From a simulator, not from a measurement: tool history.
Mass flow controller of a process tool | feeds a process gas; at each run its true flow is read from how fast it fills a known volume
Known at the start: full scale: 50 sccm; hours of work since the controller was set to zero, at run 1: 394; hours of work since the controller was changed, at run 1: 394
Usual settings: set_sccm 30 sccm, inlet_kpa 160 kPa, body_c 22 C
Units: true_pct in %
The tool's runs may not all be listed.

run     day  set_sccm  inlet_kpa  body_c  hours of work since the controller was set to zero  hours of work since the controller was changed  true_pct
  1       0        30        160      22                                                 394                                             394     98.82
  2   2.971        30        160      22                                                 416                                             416     98.99
  3   4.683        30        160      22                                                 428                                             428     98.92
  4   7.017        30        160      22                                                 446                                             446     98.75
  5   9.738        30        160      22                                                 465                                             465     98.78
  6  11.154        30        160      22                                                 476                                             476     98.95
  7  12.542        30        160      22                                                 486                                             486      98.9
  8  14.975        45        160      22                                                 504                                             504     99.95
  9  16.538        45        160      22                                                 515                                             515     99.85
 10  18.621        30        160      22                                                 530                                             530     98.92
 11  20.692        30        160      22                                                 545                                             545        99
 12  22.592        30        160      22                                                 559                                             559     98.97
 13  25.567        30        160      22                                                 581                                             581     98.91
 14  26.971        30        160      22                                                 591                                             591     98.93
 15  28.362        30        160      22                                                 601                                             601     98.96
 16  30.754        30        160      22                                                 619                                             619     99.03
 17  33.588        30        160      22                                                 640                                             640     98.96
 18  34.988        30        160      22                                                 650                                             650        99
 19   37.75        30        160      22                                                 670                                             670     98.89
 20  39.138        30        160      22                                                 680                                             680     99.07
 21  41.138        30        160      22                                                 695                                             695     98.99
 22  43.658        30        160      22                                                 713                                             713     99.26
 23  46.783        33        190      22                                                 736                                             736     99.29
 24  48.417         6        160      28                                                 748                                             748     98.45
 25  50.488        38        152      28                                                 763                                             763     99.89
 26  51.983        20        246      29                                                 774                                             774      98.7
 27  53.754        20        187      29                                                 787                                             787     98.85
 28  55.475        27        187      29                                                 799                                             799     99.36
 29  58.183        29        193      29                                                 819                                             819     99.32
 30  60.467        29        193      29                                                 836                                             836     99.25
 31  62.371         8        192      38                                                 850                                             850     99.08
 32  64.458        10        160      22                                                 865                                             865     98.29
 33      67        16        160      25                                                 884                                             884     98.53
 34  69.362        20        160      39                                                 901                                             901     99.52
 35  71.267        20        160      39                                                 915                                             915     99.64
 36  73.762        20        160      39                                                 933                                             933     99.75
 37    75.8         8        247      30                                                 948                                             948     98.57
 38   78.35        30        160      29                                                 966                                             966     99.65

Hidden state or all else? Some run-to-run changes of true_pct, split into what the settings, what came in and random variation would give without the hidden state, and what is left for the hidden state (with any gauge scatter that isn't in both results):
The hidden state here: flow at rest that the sensor doesn't see, % of full scale; true flow over the shown one, %; drift of the gauge itself on true_pct, %.
Run 23 -> 24: set_sccm 33 -> 6, inlet_kpa 190 -> 160, body_c 22 -> 28. true_pct -0.84 %: hidden state +0.65, all else -1.49.
Run 24 -> 25: set_sccm 6 -> 38, inlet_kpa 160 -> 152. true_pct +1.44 %: hidden state -0.65, all else +2.09.
Run 25 -> 26: set_sccm 38 -> 20, inlet_kpa 152 -> 246, body_c 28 -> 29. true_pct -1.19 %: hidden state +0.12, all else -1.31.
Run 36 -> 37: set_sccm 20 -> 8, inlet_kpa 160 -> 247, body_c 39 -> 30. true_pct -1.18 %: hidden state +0.45, all else -1.63.
Run 37 -> 38: set_sccm 8 -> 30, inlet_kpa 247 -> 160, body_c 30 -> 29. true_pct +1.08 %: hidden state -0.52, all else +1.6.

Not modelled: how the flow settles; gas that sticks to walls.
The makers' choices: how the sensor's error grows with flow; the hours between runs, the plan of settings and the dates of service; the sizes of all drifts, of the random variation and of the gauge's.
